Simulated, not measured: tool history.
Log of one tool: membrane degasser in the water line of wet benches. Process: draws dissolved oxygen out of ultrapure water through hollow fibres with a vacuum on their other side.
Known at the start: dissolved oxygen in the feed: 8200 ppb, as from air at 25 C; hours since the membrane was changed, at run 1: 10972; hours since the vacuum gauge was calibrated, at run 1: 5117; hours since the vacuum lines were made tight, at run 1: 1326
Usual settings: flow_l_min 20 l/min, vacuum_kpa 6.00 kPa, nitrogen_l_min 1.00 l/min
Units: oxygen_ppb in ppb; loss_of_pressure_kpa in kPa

run	hour	flow_l_min	vacuum_kpa	nitrogen_l_min	hours since the membrane was changed	hours since the vacuum gauge was calibrated	hours since the vacuum lines were made tight	oxygen_ppb	loss_of_pressure_kpa
1	0.0	20	6.00	1.00	10972	5117	1326	272.4	57.19
2	166.7	13	6.00	1.00	11139	5284	1492	108.6	37.45
3	441.8	20	6.00	2.86	11414	5559	1767	193.7	57.46
4	621.8	20	6.00	2.86	11594	5739	1947	196.2	57.63
# hour 861.9: vacuum gauge calibrated
5	929.0	20	6.00	2.86	11901	67	2254	193.5	58.07
6	1191.5	20	6.00	2.86	12163	330	2517	193.7	57.48
7	1445.7	20	6.00	2.86	12418	584	2771	196.7	57.28
# hour 1712.1: membrane cartridge changed
8	1731.3	20	6.00	2.86	19	865	3052	192.0	57.82
9	1925.1	20	9.82	1.00	213	1059	3246	424.6	57.81
10	2087.1	20	9.82	1.00	375	1221	3408	430.8	57.93
11	2266.3	20	10.67	1.00	554	1400	3587	457.9	57.56
12	2482.9	21	6.00	1.00	771	1617	3804	299.4	60.51
13	2731.4	31	6.00	1.00	1019	1865	4052	673.3	89.98
14	3013.5	27	6.00	1.00	1301	2148	4335	519.6	78.46
# hour 3080.2: seals of the vacuum lines changed
15	3218.8	27	6.00	1.00	1505	2351	139	514.3	78.26
16	3494.9	32	6.70	1.00	1781	2627	415	743.7	93.19
17	3771.7	13	8.15	1.19	2058	2904	691	151.9	37.75
18	4077.7	15	5.20	1.00	2364	3210	997	115.5	43.35
19	4260.1	32	6.17	0.89	2546	3392	1180	745.9	92.68
20	4410.1	20	13.28	1.63	2696	3542	1330	412.1	58.41
21	4549.5	29	11.40	1.00	2835	3682	1469	863.9	84.68
22	4829.1	17	5.08	1.80	3115	3961	1749	126.2	49.13
23	5090.3	17	3.88	2.03	3376	4222	2010	97.7	49.38
24	5380.4	17	3.88	1.56	3666	4512	2300	98.5	49.51
25	5554.3	28	4.08	2.02	3840	4686	2474	430.3	81.43
26	5800.1	28	4.08	2.02	4086	4932	2720	424.0	82.60
27	6046.0	12	12.89	0.43	4332	5178	2966	565.0	35.02
28	6260.7	12	12.89	0.43	4547	5393	3180	568.2	35.31
29	6584.8	19	5.00	0.43	4871	5717	3505	274.0	56.03

5 ways to go on from here, each from the tool as it stands after run 29. What would each give?
A	6828.7	24	5.00	0.43	5115	5961	3748	?	?
B	6828.7	23	4.02	0.65	5115	5961	3748	?	?
C	6828.7	15	9.87	1.54	5115	5961	3748	?	?
D	6828.7	19	5.00	0.62	5115	5961	3748	?	?
E	6828.7	15	5.07	0.43	5115	5961	3748	?	?

run	oxygen_ppb	loss_of_pressure_kpa
A	436.6	70.25
B	288.2	67.72
C	198.0	44.30
D	240.9	55.90
E	181.7	43.98
Without the tool's hidden state the same runs would have given:
run	oxygen_ppb	loss_of_pressure_kpa
A	435.8	68.51
B	287.5	66.05
C	197.7	43.21
D	240.4	54.52
E	181.3	42.89
